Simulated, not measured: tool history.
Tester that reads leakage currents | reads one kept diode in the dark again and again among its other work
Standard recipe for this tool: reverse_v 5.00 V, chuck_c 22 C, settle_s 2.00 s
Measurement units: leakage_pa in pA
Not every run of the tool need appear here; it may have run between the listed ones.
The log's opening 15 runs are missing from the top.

run    hour  reverse_v  chuck_c  settle_s  hours of work since the probe card was cleaned  hours of work since the tester was calibrated  hours of work since the chuck was calibrated  leakage_pa
 16   384.7       5.00       22      2.00                                            1808                                            773                                           972      100.98
 17   403.6       5.00       22      2.00                                            1822                                            787                                           986      100.46
 18   441.1       5.00       22      2.00                                            1849                                            814                                          1013      100.25
      461.3  -- chuck's temperature calibrated
 19   481.7       5.00       22      5.42                                            1877                                            842                                            15      100.00
 20   508.0       5.00       24      2.00                                            1897                                            861                                            34      116.93
 21   543.0       1.88       47      1.08                                            1922                                            887                                            60      419.87
 22   574.1       3.45       45      3.94                                            1945                                            910                                            82      461.53
 23   600.7       5.00       43      2.00                                            1964                                            929                                           102      461.96
 24   621.7       5.00       33      1.55                                            1980                                            945                                           117      228.15
 25   642.1       5.00       33      1.55                                            1995                                            959                                           132      228.71
 26   679.3       5.00       30      5.85                                            2022                                            987                                           159      182.96
 27   712.1       6.23       49      4.65                                            2046                                           1011                                           183      747.56
 28   749.0       2.57       22      8.73                                            2073                                           1038                                           210       78.06
 29   773.0       7.21       33      2.08                                            2090                                           1055                                           228      260.60
 30   791.1       2.13       32      2.00                                            2104                                           1068                                           241      156.37
 31   807.6      10.16       34      1.39                                            2116                                           1080                                           253      317.48
 32   827.5      10.16       34      1.39                                            2130                                           1095                                           268      317.67
 33   861.3       5.86       25      0.35                                            2155                                           1120                                           292      134.94
 34   892.9       5.86       25      0.35                                            2178                                           1143                                           315      134.73
 35   918.9       7.27       25      5.08                                            2197                                           1162                                           334      144.02
 36   947.5       7.27       36      1.70                                            2218                                           1183                                           355      325.32
 37   970.7       7.27       36      1.70                                            2235                                           1200                                           372      325.47
 38   997.1       3.37       26      0.52                                            2254                                           1219                                           392      117.69
 39  1017.7       3.37       26      0.52                                            2269                                           1234                                           407      117.90
 40  1055.6       3.37       26      0.52                                            2297                                           1262                                           434      117.72

Alternative continuations, all from the tool just after run 40; predict every row:
  A  1081.4       9.31       26      6.14                                            2316                                           1280                                           453           ?
  B  1081.4       5.00       41      1.22                                            2316                                           1280                                           453           ?
  C  1081.4      10.23       22      0.36                                            2316                                           1280                                           453           ?
  D  1081.4       1.77       23      8.34                                            2316                                           1280                                           453           ?

run  leakage_pa
  A      170.25
  B      400.74
  C      131.35
  D       73.54
The same runs, with their run-to-run variation unchanged, on a tool lacking any hidden condition would have given:
run  leakage_pa
  A      170.12
  B      400.64
  C      131.22
  D       73.51
